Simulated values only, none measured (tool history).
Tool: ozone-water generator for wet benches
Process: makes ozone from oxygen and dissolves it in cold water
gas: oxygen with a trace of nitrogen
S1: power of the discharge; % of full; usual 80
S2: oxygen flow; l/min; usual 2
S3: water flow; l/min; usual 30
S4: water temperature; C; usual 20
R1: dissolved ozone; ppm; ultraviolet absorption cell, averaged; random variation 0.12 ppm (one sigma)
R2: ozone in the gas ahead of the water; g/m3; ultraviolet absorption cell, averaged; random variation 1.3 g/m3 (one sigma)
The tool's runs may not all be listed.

run,hour,S1,S2,S3,S4,R1,R2
1,0,80,2,30,20,10.7,236.8
2,27.2,80,2,30,20,10.6,234.1
3,72.3,80,2,30,20,10.7,232.8
4,102,80,2,30,20,10.7,233.4
5,132.4,58,2,30,20,8.8,191.8
6,159,58,2,30,20,8.9,192.5
7,206.8,58,2,30,17,9,191
8,245.9,80,2,30,20,10.7,233.9
9,270.3,80,2,30,20,10.9,233.3
10,298.7,80,2.99,30,20,11.9,186.3
11,345.3,80,2,43,20,7.2,232.1
12,396.1,80,2,43,20,7.4,232.2
13,419.7,80,2,30,20,10.8,231.4
14,460.8,80,2.99,30,20,11.9,185.1
15,485.2,80,2.99,30,20,11.6,182.3
16,531.4,71,1.99,30,20,10,215.4
17,580.2,61,2.8,30,20,9.7,162.7
18,625.1,85,1.25,30,20,9.7,310.9
19,665.4,85,1.25,45,26,6,310.7
20,714.8,64,2,30,19,9.5,201.2
21,743,58,1.51,28,17,8.8,220.8
22,786.1,58,1.53,18,17,13.9,221.4

Forecast run 23:
23,828.8,80,1.1,30,24,?,?

R1: 8.8 ppm
R2: 320.6 g/m3
Without the tool's hidden state the same run would have given R1 8.8 ppm, R2 325.4 g/m3.
